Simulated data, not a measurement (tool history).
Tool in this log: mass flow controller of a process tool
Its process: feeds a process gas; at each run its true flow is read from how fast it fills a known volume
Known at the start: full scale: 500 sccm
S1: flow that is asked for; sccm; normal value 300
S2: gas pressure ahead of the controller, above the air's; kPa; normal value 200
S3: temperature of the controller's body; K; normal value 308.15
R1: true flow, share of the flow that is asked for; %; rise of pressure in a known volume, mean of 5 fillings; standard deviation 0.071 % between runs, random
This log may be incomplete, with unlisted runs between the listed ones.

run,hour,S1,S2,S3,R1
1,0,300,200,308.15,99.46
2,47.4,300,200,308.15,99.46
3,136.4,300,200,308.15,99.48
4,207.1,76,200,308.15,98.6
5,251.8,76,200,308.15,98.64
6,328,488,200,308.15,99.99
7,382.7,300,200,308.15,99.53
8,444,300,200,308.15,99.43
9,496.6,300,200,308.15,99.36
10,568.5,300,200,308.15,99.52
11,653.9,300,200,308.15,99.39
12,744.3,439,200,308.15,99.75
13,806.2,439,200,308.15,99.69
14,854.4,439,200,308.15,99.77
15,921.3,300,200,308.15,99.29
16,966.8,300,200,313.15,99.61
# hour 975.6: controller's zero set anew
17,1023.2,300,200,313.15,99.61
18,1075,256,200,297.15,98.67
19,1111.6,300,224,308.15,99.55
# hour 1119.7: controller's zero set anew, once more
20,1176.3,300,224,308.15,99.68
21,1217.8,223,159,300.15,98.5
22,1302.5,246,200,308.15,99.38
23,1392.2,110,180,308.15,98.62
24,1437.6,300,179,298.15,98.72
25,1524.7,300,179,298.15,98.72
26,1605.1,300,266,294.15,99.07
27,1670.5,67,236,308.15,98.61
28,1746,67,148,306.15,98.01

Run 29 is up next; what results do you expect?
29,1834.2,67,148,306.15,?

{"run 29": {"R1": 97.71}}
Minus the tool's unlogged condition, the same run would have read R1 98.69 %.

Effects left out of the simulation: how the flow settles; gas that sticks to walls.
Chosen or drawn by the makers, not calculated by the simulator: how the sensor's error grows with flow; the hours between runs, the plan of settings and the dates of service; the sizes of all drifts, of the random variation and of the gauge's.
